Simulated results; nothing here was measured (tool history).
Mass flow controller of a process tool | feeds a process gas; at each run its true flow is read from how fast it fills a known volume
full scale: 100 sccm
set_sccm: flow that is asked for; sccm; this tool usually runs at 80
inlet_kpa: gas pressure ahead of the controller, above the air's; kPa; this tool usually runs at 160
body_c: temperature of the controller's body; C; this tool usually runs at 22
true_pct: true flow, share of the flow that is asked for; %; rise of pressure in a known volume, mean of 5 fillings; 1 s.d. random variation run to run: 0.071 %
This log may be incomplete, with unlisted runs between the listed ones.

| run | hour | set_sccm | inlet_kpa | body_c | true_pct |
|---|---|---|---|---|---|
| 1 | 0.0 | 80 | 160 | 22 | 99.73 |
| 2 | 328.4 | 80 | 160 | 28 | 99.85 |
| 3 | 498.8 | 80 | 160 | 22 | 99.70 |
| 4 | 760.4 | 80 | 160 | 22 | 99.90 |
| 5 | 975.7 | 80 | 160 | 22 | 99.73 |
| 6 | 1159.2 | 80 | 160 | 22 | 99.69 |
| 7 | 1411.6 | 80 | 217 | 22 | 99.36 |
| 8 | 1775.2 | 80 | 217 | 22 | 99.38 |
| 9 | 1965.7 | 80 | 217 | 22 | 99.18 |
| 10 | 2358.9 | 80 | 160 | 22 | 99.77 |
| 11 | 2783.9 | 80 | 160 | 22 | 99.87 |
| 12 | 2977.9 | 80 | 160 | 22 | 99.78 |
| 13 | 3175.7 | 80 | 160 | 22 | 99.81 |
| 14 | 3568.8 | 80 | 160 | 22 | 99.80 |
| 15 | 3900.5 | 80 | 160 | 22 | 99.79 |
| 16 | 4172.0 | 80 | 160 | 22 | 99.65 |
| 17 | 4502.9 | 80 | 160 | 22 | 99.84 |
| 18 | 4773.9 | 80 | 160 | 22 | 99.75 |
| 19 | 5166.1 | 80 | 160 | 22 | 99.76 |
| 20 | 5336.6 | 80 | 160 | 23 | 99.87 |
| 21 | 5570.9 | 15 | 202 | 37 | 92.00 |
|  | 5700.6 | controller's zero set anew |
| 22 | 5890.2 | 11 | 162 | 37 | 99.74 |
| 23 | 6215.3 | 10 | 218 | 25 | 98.74 |
| 24 | 6609.0 | 35 | 218 | 25 | 99.55 |
| 25 | 6921.4 | 81 | 261 | 22 | 100.32 |
| 26 | 7094.1 | 81 | 261 | 22 | 100.38 |
| 27 | 7370.2 | 81 | 159 | 27 | 101.46 |
| 28 | 7765.4 | 57 | 160 | 26 | 100.59 |
| 29 | 8160.5 | 82 | 230 | 27 | 100.79 |
| 30 | 8345.5 | 82 | 230 | 27 | 100.88 |
| 31 | 8714.7 | 39 | 260 | 22 | 99.10 |
| 32 | 9023.8 | 80 | 177 | 22 | 101.05 |
| 33 | 9306.3 | 80 | 238 | 26 | 100.76 |
| 34 | 9558.6 | 21 | 158 | 22 | 98.76 |
| 35 | 9922.4 | 21 | 158 | 22 | 98.69 |
| 36 | 10276.5 | 44 | 217 | 22 | 99.41 |
| 37 | 10631.5 | 59 | 278 | 22 | 99.59 |
| 38 | 10907.7 | 59 | 278 | 22 | 99.63 |
|  | 10979.5 | controller exchanged for a calibrated one |
| 39 | 11172.5 | 39 | 222 | 36 | 98.63 |
| 40 | 11352.4 | 39 | 149 | 26 | 99.03 |

4 options for the next run, each taken on its own from the tool as it stands now. Forecast them:
| A | 11681.0 | 80 | 165 | 22 | ? |
| B | 11681.0 | 80 | 160 | 22 | ? |
| C | 11681.0 | 39 | 149 | 33 | ? |
| D | 11681.0 | 19 | 170 | 25 | ? |

| run | true_pct |
|---|---|
| A | 99.72 |
| B | 99.85 |
| C | 99.05 |
| D | 97.96 |
Without the tool's unlogged condition, the same runs would have read:
| run | true_pct |
|---|---|
| A | 99.63 |
| B | 99.76 |
| C | 99.03 |
| D | 98.08 |

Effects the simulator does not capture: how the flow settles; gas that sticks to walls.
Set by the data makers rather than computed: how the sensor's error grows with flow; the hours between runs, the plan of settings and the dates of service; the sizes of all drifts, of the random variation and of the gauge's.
